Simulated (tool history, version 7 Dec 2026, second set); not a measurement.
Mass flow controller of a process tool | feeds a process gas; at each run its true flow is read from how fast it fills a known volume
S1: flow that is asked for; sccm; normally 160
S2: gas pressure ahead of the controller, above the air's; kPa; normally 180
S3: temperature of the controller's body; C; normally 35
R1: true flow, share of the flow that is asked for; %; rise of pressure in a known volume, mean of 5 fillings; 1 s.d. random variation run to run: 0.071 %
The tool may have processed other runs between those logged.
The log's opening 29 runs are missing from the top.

run,hour,S1,S2,S3,R1
30,8256.9,41,198,35,102.06
31,8625.5,136,158,20,100.14
32,8922.0,107,259,34,102.41
33,9111.6,137,141,39,102.27
34,9355.6,148,180,35,102.23
35,9552.2,21,200,24,102.71
36,9776.9,76,180,31,101.98
37,10094.3,76,180,31,102.08
38,10473.8,76,180,31,102.17
39,10837.5,39,180,34,103.33
40,11108.9,33,261,23,103.35
41,11461.1,160,180,33,102.50
42,11756.6,186,176,25,101.61
43,11961.6,88,178,20,101.49
44,12154.7,88,178,20,101.41
45,12355.3,88,196,20,101.45
46,12529.1,88,196,20,101.65
47,12895.0,166,140,37,102.83
48,13233.1,23,264,21,106.05

Predict each of these 4 candidate next runs independently; none follows another, all start after run 48:
A,13443.0,160,276,26,?
B,13443.0,160,180,25,?
C,13443.0,25,255,35,?
D,13443.0,61,159,29,?

run,R1
A,102.68
B,101.83
C,107.33
D,103.14
With the hidden condition removed and each run's random variation left untouched, the same runs would have given:
run,R1
A,100.50
B,99.65
C,101.01
D,99.71
